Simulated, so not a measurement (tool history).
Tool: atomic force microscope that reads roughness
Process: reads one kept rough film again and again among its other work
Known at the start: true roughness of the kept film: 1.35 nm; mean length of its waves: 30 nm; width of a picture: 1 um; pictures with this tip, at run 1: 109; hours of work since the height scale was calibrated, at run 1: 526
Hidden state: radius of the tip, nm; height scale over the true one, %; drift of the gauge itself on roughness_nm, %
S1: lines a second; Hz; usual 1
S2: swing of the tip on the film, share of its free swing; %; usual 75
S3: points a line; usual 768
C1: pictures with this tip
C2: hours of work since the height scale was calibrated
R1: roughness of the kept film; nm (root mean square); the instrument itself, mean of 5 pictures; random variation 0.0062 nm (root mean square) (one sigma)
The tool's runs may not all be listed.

run   hour    S1  S2   S3   C1   C2     R1
  1      0     1  75  768  109  526  1.129
  2   30.5     1  69  768  152  547   1.14
  3   48.1     1  69  768  177  560  1.128
  4   62.9     1  69  768  198  570  1.105
      90.6  -- new tip fitted
  5   97.8     1  69  768   11  594  1.211
  6  118.5     1  69  768   40  609   1.19
  7  139.3     1  69  768   69  623  1.172
  8  161.2     1  69  768  100  639  1.156
  9  183.2     1  69  768  132  654  1.141
 10  210.2  2.18  75  768  170  673  1.023
 11    243  2.18  75  768  216  696  0.999
     256.2  -- new tip fitted
 12  277.4  2.18  75  768   29  720  1.107
 13    309  2.18  75  768   74  742  1.075
 14  342.7  3.95  56  768  122  766  1.124
 15  377.3  2.35  75  260  171  790   1.01
 16  393.2  1.58  83  372  194  801  1.018
 17  414.3  1.05  57  768  224  816   1.13
     424.7  -- new tip fitted
 18  445.1  2.85  75  472   29  837  1.051
 19  476.1  3.19  75  472   72  859   1.02
 20  500.5  2.93  84  438  107  876  0.931
 21  533.1  2.57  80  778  153  899   0.97
 22  557.4  0.91  76  768  188  916  1.104
 23  584.4  0.51  76  494  226  935  1.127
     593.1  -- new tip fitted
 24  618.8  0.73  75  768   36  959  1.194
 25  644.1  0.73  75  768   72  977  1.177
 26  661.3  0.73  75  768   96  989  1.169

Hidden state at the last listed run before each entry between runs and at the first one after, where it differs:
Between runs 4 and 5: new tip fitted (hour 90.6)
  radius of the tip, nm: 27 -> 11.7; height scale over the true one, %: 0.24 -> 0.26
  measured less the result without the state, R1: -0.103 -> -0.009 nm (root mean square)
Between runs 11 and 12: new tip fitted (hour 256.2)
  radius of the tip, nm: 28.9 -> 12.6; height scale over the true one, %: 0.32 -> 0.34
  measured less the result without the state, R1: -0.103 -> -0.012 nm (root mean square)
Between runs 17 and 18: new tip fitted (hour 424.7)
  radius of the tip, nm: 28.3 -> 12.6; height scale over the true one, %: 0.4 -> 0.41
  measured less the result without the state, R1: -0.11 -> -0.011 nm (root mean square)
Between runs 23 and 24: new tip fitted (hour 593.1)
  radius of the tip, nm: 28.7 -> 13.4; height scale over the true one, %: 0.48 -> 0.49
  measured less the result without the state, R1: -0.112 -> -0.017 nm (root mean square)

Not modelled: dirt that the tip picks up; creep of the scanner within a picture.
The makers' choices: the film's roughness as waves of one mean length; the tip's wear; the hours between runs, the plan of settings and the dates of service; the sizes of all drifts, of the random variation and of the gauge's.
